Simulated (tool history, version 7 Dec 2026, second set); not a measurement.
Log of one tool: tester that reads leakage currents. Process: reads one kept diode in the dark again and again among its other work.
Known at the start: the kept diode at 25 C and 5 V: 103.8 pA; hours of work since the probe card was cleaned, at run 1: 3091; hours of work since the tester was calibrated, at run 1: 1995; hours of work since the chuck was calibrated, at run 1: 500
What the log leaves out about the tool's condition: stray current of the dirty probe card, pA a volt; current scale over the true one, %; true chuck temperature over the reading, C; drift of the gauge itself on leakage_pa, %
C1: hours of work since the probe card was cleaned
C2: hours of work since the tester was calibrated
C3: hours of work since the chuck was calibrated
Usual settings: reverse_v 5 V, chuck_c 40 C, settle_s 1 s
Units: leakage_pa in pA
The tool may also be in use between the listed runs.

run 1 day=0 | reverse_v=5 chuck_c=40 settle_s=1 | C1=3091 C2=1995 C3=500 | leakage_pa=363.17
run 2 day=6.571 | reverse_v=5 chuck_c=40 settle_s=1 | C1=3175 C2=2079 C3=584 | leakage_pa=366.22
run 3 day=10.488 | reverse_v=5 chuck_c=40 settle_s=1 | C1=3225 C2=2129 C3=634 | leakage_pa=369.09
run 4 day=15.5 | reverse_v=5 chuck_c=40 settle_s=1 | C1=3289 C2=2193 C3=698 | leakage_pa=370.17
run 5 day=20.704 | reverse_v=5 chuck_c=40 settle_s=1 | C1=3356 C2=2260 C3=765 | leakage_pa=374.31
run 6 day=26.638 | reverse_v=5 chuck_c=40 settle_s=1 | C1=3432 C2=2335 C3=841 | leakage_pa=373.49
run 7 day=30.492 | reverse_v=5 chuck_c=30 settle_s=1 | C1=3481 C2=2385 C3=890 | leakage_pa=180.62
-- day=32.692 tester calibrated
run 8 day=35.146 | reverse_v=5 chuck_c=40 settle_s=1 | C1=3540 C2=31 C3=948 | leakage_pa=384.35
run 9 day=41.367 | reverse_v=5 chuck_c=40 settle_s=1 | C1=3619 C2=111 C3=1028 | leakage_pa=386.18
run 10 day=47.158 | reverse_v=5 chuck_c=40 settle_s=1 | C1=3693 C2=185 C3=1102 | leakage_pa=390.73
run 11 day=51.05 | reverse_v=13.32 chuck_c=48 settle_s=0.88 | C1=3743 C2=235 C3=1152 | leakage_pa=1012.08
-- day=56.308 tester calibrated, once more
-- day=57.004 probe card cleaned and baked
run 12 day=57.004 | reverse_v=1.63 chuck_c=37 settle_s=1.34 | C1=0 C2=7 C3=1225 | leakage_pa=195.97
-- day=58.662 chuck's temperature calibrated
run 13 day=61.733 | reverse_v=1.63 chuck_c=37 settle_s=1.34 | C1=59 C2=67 C3=39 | leakage_pa=174.87
run 14 day=66.904 | reverse_v=15.99 chuck_c=27 settle_s=5.43 | C1=126 C2=133 C3=105 | leakage_pa=193.02
run 15 day=70.933 | reverse_v=2.82 chuck_c=57 settle_s=0.45 | C1=177 C2=184 C3=157 | leakage_pa=900.93
run 16 day=74.492 | reverse_v=2.24 chuck_c=20 settle_s=0.45 | C1=223 C2=230 C3=203 | leakage_pa=52.7
run 17 day=80.946 | reverse_v=1.55 chuck_c=49 settle_s=1 | C1=305 C2=313 C3=285 | leakage_pa=418.9
run 18 day=85.467 | reverse_v=14.92 chuck_c=43 settle_s=5.69 | C1=363 C2=370 C3=343 | leakage_pa=654.43
run 19 day=88.717 | reverse_v=1.22 chuck_c=21 settle_s=1 | C1=405 C2=412 C3=384 | leakage_pa=45.66
run 20 day=92.829 | reverse_v=1.22 chuck_c=21 settle_s=1 | C1=457 C2=465 C3=437 | leakage_pa=46.14

For each entry between runs, how does the tool's hidden state at the last listed run before it compare with that at the first listed run after it?
Between runs 7 and 8: tester calibrated (day 32.692)
  stray current of the dirty probe card, pA a volt: 1.053 -> 1.069; current scale over the true one, %: 2.06 -> 3.44; true chuck temperature over the reading, C: 1.15 -> 1.22
  measured result minus the result with no hidden state, leakage_pa: +23.58 -> +49.43 pA
Between runs 11 and 12: tester calibrated, once more (day 56.308); probe card cleaned and baked (day 57.004)
  stray current of the dirty probe card, pA a volt: 1.127 -> 0.022; current scale over the true one, %: 3.6 -> 0.02; true chuck temperature over the reading, C: 1.45 -> 1.53
  measured result minus the result with no hidden state, leakage_pa: +142.78 -> +21.29 pA
Between runs 12 and 13: chuck's temperature calibrated (day 58.662)
  stray current of the dirty probe card, pA a volt: 0.022 -> 0.042; current scale over the true one, %: 0.02 -> 0.06; true chuck temperature over the reading, C: 1.53 -> 0.03
  measured result minus the result with no hidden state, leakage_pa: +21.29 -> +0.47 pA

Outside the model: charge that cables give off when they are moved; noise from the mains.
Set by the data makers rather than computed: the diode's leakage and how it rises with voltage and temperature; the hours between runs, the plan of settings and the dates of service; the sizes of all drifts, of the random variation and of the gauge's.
